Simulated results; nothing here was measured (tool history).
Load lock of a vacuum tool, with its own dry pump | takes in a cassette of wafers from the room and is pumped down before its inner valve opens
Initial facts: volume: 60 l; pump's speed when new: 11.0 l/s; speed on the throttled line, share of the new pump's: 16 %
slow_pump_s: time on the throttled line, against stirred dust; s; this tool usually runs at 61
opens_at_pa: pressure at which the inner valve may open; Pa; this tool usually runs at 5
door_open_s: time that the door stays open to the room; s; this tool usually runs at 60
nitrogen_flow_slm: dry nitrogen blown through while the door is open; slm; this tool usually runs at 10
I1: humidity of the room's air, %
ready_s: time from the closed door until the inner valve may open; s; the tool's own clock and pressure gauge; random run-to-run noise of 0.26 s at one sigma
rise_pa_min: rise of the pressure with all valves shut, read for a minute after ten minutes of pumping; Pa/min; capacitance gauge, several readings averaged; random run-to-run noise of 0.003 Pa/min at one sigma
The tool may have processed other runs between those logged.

run 1 day=0 | slow_pump_s=61 opens_at_pa=5 door_open_s=60 nitrogen_flow_slm=10 | I1=44.7 | ready_s=107.5 rise_pa_min=0.418
run 2 day=6.554 | slow_pump_s=61 opens_at_pa=6 door_open_s=60 nitrogen_flow_slm=10 | I1=46.9 | ready_s=106.3 rise_pa_min=0.434
run 3 day=11.875 | slow_pump_s=61 opens_at_pa=6 door_open_s=60 nitrogen_flow_slm=10 | I1=43.5 | ready_s=106.2 rise_pa_min=0.435
run 4 day=16.6 | slow_pump_s=61 opens_at_pa=6 door_open_s=60 nitrogen_flow_slm=10 | I1=45.8 | ready_s=106.2 rise_pa_min=0.45
run 5 day=21.275 | slow_pump_s=61 opens_at_pa=6 door_open_s=60 nitrogen_flow_slm=13 | I1=44.3 | ready_s=106.6 rise_pa_min=0.452
run 6 day=26.483 | slow_pump_s=61 opens_at_pa=6 door_open_s=60 nitrogen_flow_slm=13 | I1=43.7 | ready_s=106.2 rise_pa_min=0.462
run 7 day=34.904 | slow_pump_s=61 opens_at_pa=6 door_open_s=60 nitrogen_flow_slm=13 | I1=48 | ready_s=106.1 rise_pa_min=0.483
run 8 day=39.771 | slow_pump_s=61 opens_at_pa=5 door_open_s=60 nitrogen_flow_slm=10 | I1=46.1 | ready_s=108.3 rise_pa_min=0.491
run 9 day=48.062 | slow_pump_s=49 opens_at_pa=7 door_open_s=57 nitrogen_flow_slm=40 | I1=47.7 | ready_s=96.1 rise_pa_min=0.506
run 10 day=53.996 | slow_pump_s=61 opens_at_pa=5 door_open_s=57 nitrogen_flow_slm=12 | I1=41.3 | ready_s=107.9 rise_pa_min=0.528
run 11 day=59.212 | slow_pump_s=63 opens_at_pa=5 door_open_s=100 nitrogen_flow_slm=12 | I1=44.6 | ready_s=109.6 rise_pa_min=0.533
run 12 day=63.125 | slow_pump_s=61 opens_at_pa=5 door_open_s=240 nitrogen_flow_slm=10 | I1=43.6 | ready_s=108.2 rise_pa_min=0.575
run 13 day=67.662 | slow_pump_s=61 opens_at_pa=8 door_open_s=60 nitrogen_flow_slm=10 | I1=46.2 | ready_s=105 rise_pa_min=0.558
run 14 day=73.8 | slow_pump_s=61 opens_at_pa=8 door_open_s=60 nitrogen_flow_slm=10 | I1=47.7 | ready_s=104.7 rise_pa_min=0.557
run 15 day=80.012 | slow_pump_s=61 opens_at_pa=8 door_open_s=60 nitrogen_flow_slm=10 | I1=46.9 | ready_s=105.5 rise_pa_min=0.583
run 16 day=84.833 | slow_pump_s=61 opens_at_pa=7 door_open_s=60 nitrogen_flow_slm=10 | I1=44.4 | ready_s=106.6 rise_pa_min=0.592

3 ways to go on from here, each from the tool as it stands after run 16. What would each give?
run A day=90.875 | slow_pump_s=59 opens_at_pa=5 door_open_s=77 nitrogen_flow_slm=6 | I1=42 | ready_s=? rise_pa_min=?
run B day=90.875 | slow_pump_s=49 opens_at_pa=5 door_open_s=60 nitrogen_flow_slm=10 | I1=46.4 | ready_s=? rise_pa_min=?
run C day=90.875 | slow_pump_s=31 opens_at_pa=7 door_open_s=60 nitrogen_flow_slm=10 | I1=44.4 | ready_s=? rise_pa_min=?

run=A ready_s=107.1 rise_pa_min=0.609
run=B ready_s=99 rise_pa_min=0.603
run=C ready_s=81.4 rise_pa_min=0.599
Had the tool no hidden state, the same runs would have come out as:
run=A ready_s=104.4 rise_pa_min=0.024
run=B ready_s=96.4 rise_pa_min=0.018
run=C ready_s=78.7 rise_pa_min=0.017

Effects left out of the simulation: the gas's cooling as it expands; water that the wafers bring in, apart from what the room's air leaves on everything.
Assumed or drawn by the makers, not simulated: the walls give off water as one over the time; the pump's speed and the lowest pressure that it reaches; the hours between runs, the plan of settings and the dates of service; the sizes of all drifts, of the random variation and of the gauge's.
